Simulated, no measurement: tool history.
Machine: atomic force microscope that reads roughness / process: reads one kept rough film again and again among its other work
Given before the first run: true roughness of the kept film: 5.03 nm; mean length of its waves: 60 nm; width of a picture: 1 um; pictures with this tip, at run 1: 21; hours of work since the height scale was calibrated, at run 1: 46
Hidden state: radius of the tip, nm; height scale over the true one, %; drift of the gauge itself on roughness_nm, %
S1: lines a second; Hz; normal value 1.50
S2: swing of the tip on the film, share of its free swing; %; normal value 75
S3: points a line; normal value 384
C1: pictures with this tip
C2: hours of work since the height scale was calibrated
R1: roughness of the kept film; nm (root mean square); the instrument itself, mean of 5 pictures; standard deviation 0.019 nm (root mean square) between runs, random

{"run": 1, "hour": 0.0, "S1": 1.5, "S2": 75, "S3": 384, "C1": 21, "C2": 46, "R1": 4.431}
{"run": 2, "hour": 7.7, "S1": 1.5, "S2": 75, "S3": 384, "C1": 34, "C2": 51, "R1": 4.365}
{"run": 3, "hour": 19.4, "S1": 1.5, "S2": 75, "S3": 384, "C1": 53, "C2": 60, "R1": 4.235}
{"run": 4, "hour": 29.5, "S1": 1.5, "S2": 75, "S3": 384, "C1": 69, "C2": 67, "R1": 4.154}
{"run": 5, "hour": 37.1, "S1": 1.5, "S2": 75, "S3": 384, "C1": 81, "C2": 72, "R1": 4.083}
{"run": 6, "hour": 44.5, "S1": 1.5, "S2": 75, "S3": 384, "C1": 93, "C2": 78, "R1": 4.032}
{"run": 7, "hour": 54.5, "S1": 1.5, "S2": 75, "S3": 384, "C1": 109, "C2": 85, "R1": 3.975}
{"hour": 59.5, "done": "new tip fitted"}
{"run": 8, "hour": 67.1, "S1": 1.5, "S2": 75, "S3": 384, "C1": 12, "C2": 93, "R1": 4.461}
{"run": 9, "hour": 78.6, "S1": 1.5, "S2": 65, "S3": 384, "C1": 31, "C2": 102, "R1": 4.453}
{"run": 10, "hour": 89.7, "S1": 1.5, "S2": 65, "S3": 345, "C1": 49, "C2": 110, "R1": 4.355}
{"run": 11, "hour": 99.7, "S1": 0.51, "S2": 68, "S3": 346, "C1": 65, "C2": 117, "R1": 4.313}
{"run": 12, "hour": 109.4, "S1": 0.51, "S2": 68, "S3": 346, "C1": 80, "C2": 124, "R1": 4.229}
{"run": 13, "hour": 122.7, "S1": 0.51, "S2": 68, "S3": 346, "C1": 102, "C2": 133, "R1": 4.113}
{"run": 14, "hour": 128.9, "S1": 1.5, "S2": 71, "S3": 728, "C1": 112, "C2": 138, "R1": 3.991}
{"hour": 132.3, "done": "new tip fitted"}
{"run": 15, "hour": 142.6, "S1": 1.5, "S2": 57, "S3": 384, "C1": 16, "C2": 147, "R1": 4.594}
{"run": 16, "hour": 149.6, "S1": 0.79, "S2": 74, "S3": 384, "C1": 28, "C2": 152, "R1": 4.538}
{"run": 17, "hour": 161.2, "S1": 0.79, "S2": 74, "S3": 384, "C1": 46, "C2": 160, "R1": 4.354}
{"run": 18, "hour": 169.3, "S1": 1.5, "S2": 72, "S3": 302, "C1": 60, "C2": 166, "R1": 4.224}

Alternative continuations, all from the tool just after run 18; predict every row:
{"run": "A", "hour": 180.9, "S1": 3.33, "S2": 57, "S3": 897, "C1": 78, "C2": 175, "R1": "?"}
{"run": "B", "hour": 180.9, "S1": 1.14, "S2": 75, "S3": 384, "C1": 78, "C2": 175, "R1": "?"}
{"run": "C", "hour": 180.9, "S1": 1.37, "S2": 57, "S3": 689, "C1": 78, "C2": 175, "R1": "?"}
{"run": "D", "hour": 180.9, "S1": 0.99, "S2": 78, "S3": 727, "C1": 78, "C2": 175, "R1": "?"}

run=A R1=4.115
run=B R1=4.135
run=C R1=4.215
run=D R1=4.142
Without the tool's hidden state the same runs would have given:
run=A R1=4.596
run=B R1=4.617
run=C R1=4.707
run=D R1=4.625
